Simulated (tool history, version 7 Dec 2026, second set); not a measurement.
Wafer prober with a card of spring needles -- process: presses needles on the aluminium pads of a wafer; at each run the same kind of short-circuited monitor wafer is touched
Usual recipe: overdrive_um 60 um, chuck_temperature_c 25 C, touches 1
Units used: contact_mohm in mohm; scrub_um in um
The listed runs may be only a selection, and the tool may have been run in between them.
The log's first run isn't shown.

| run | hour | overdrive_um | chuck_temperature_c | touches | touches since the tips were cleaned | cleanings since the card got new needles | touches since the first contact's height was set | contact_mohm | scrub_um |
|---|---|---|---|---|---|---|---|---|---|
|  | 1.4 | height of the first contact set anew |
|  | 9.3 | tips cleaned on abrasive film |
| 2 | 20.4 | 60 | 25 | 1 | 2512 | 14 | 4293 | 239 | 11.07 |
| 3 | 34.6 | 60 | 25 | 2 | 5740 | 14 | 7521 | 238 | 11.06 |
|  | 49.3 | tips cleaned on abrasive film |
| 4 | 59.8 | 60 | 25 | 1 | 2396 | 15 | 13220 | 232 | 11.04 |
| 5 | 74.4 | 60 | 56 | 1 | 5712 | 15 | 16536 | 253 | 11.04 |
| 6 | 85.8 | 60 | 56 | 1 | 8287 | 15 | 19111 | 255 | 11.07 |
|  | 88.3 | tips cleaned on abrasive film |
| 7 | 101.1 | 60 | 56 | 1 | 2916 | 16 | 22570 | 244 | 11.01 |
| 8 | 113.2 | 60 | 56 | 1 | 5648 | 16 | 25302 | 252 | 10.99 |
|  | 127.6 | tips cleaned on abrasive film |
| 9 | 131.2 | 60 | 56 | 1 | 813 | 17 | 29368 | 233 | 11.04 |
| 10 | 141.3 | 60 | 55 | 1 | 3103 | 17 | 31658 | 247 | 10.99 |
| 11 | 159.0 | 60 | 55 | 1 | 7133 | 17 | 35688 | 257 | 11.03 |
|  | 168.4 | tips cleaned on abrasive film |
| 12 | 182.6 | 60 | 55 | 1 | 3229 | 18 | 41016 | 245 | 11.00 |
| 13 | 197.1 | 60 | 25 | 1 | 6510 | 18 | 44297 | 251 | 11.02 |
|  | 207.3 | tips cleaned on abrasive film |
| 14 | 217.5 | 60 | 25 | 1 | 2299 | 19 | 48908 | 235 | 10.98 |
| 15 | 239.7 | 60 | 25 | 1 | 7340 | 19 | 53949 | 247 | 10.98 |
|  | 247.5 | tips cleaned on abrasive film |
| 16 | 251.2 | 60 | 25 | 1 | 854 | 20 | 56550 | 231 | 10.98 |
| 17 | 264.4 | 60 | 25 | 1 | 3842 | 20 | 59538 | 238 | 10.95 |
| 18 | 282.1 | 50 | 25 | 2 | 7854 | 20 | 63550 | 249 | 9.09 |
|  | 287.3 | tips cleaned on abrasive film |
| 19 | 298.1 | 50 | 25 | 2 | 2463 | 21 | 67166 | 233 | 9.09 |
| 20 | 319.6 | 50 | 29 | 1 | 7329 | 21 | 72032 | 260 | 9.08 |
|  | 326.6 | tips cleaned on abrasive film |
| 21 | 332.4 | 50 | 29 | 1 | 1326 | 22 | 74932 | 242 | 9.09 |
| 22 | 344.0 | 50 | 29 | 1 | 3954 | 22 | 77560 | 253 | 9.09 |
| 23 | 355.5 | 77 | 102 | 2 | 6558 | 22 | 80164 | 249 | 14.10 |
|  | 366.3 | tips cleaned on abrasive film |
| 24 | 374.7 | 77 | 102 | 2 | 1918 | 23 | 84509 | 242 | 14.04 |

Run 25, settings as shown, results not yet in. Your forecast:
| 25 | 393.2 | 77 | 102 | 2 | 6101 | 23 | 88692 | ? | ? |

contact_mohm: 248 mohm
scrub_um: 14.06 um
On a tool with no hidden condition, and with the same random variation, this run would have come out at contact_mohm 239 mohm, scrub_um 14.21 um.

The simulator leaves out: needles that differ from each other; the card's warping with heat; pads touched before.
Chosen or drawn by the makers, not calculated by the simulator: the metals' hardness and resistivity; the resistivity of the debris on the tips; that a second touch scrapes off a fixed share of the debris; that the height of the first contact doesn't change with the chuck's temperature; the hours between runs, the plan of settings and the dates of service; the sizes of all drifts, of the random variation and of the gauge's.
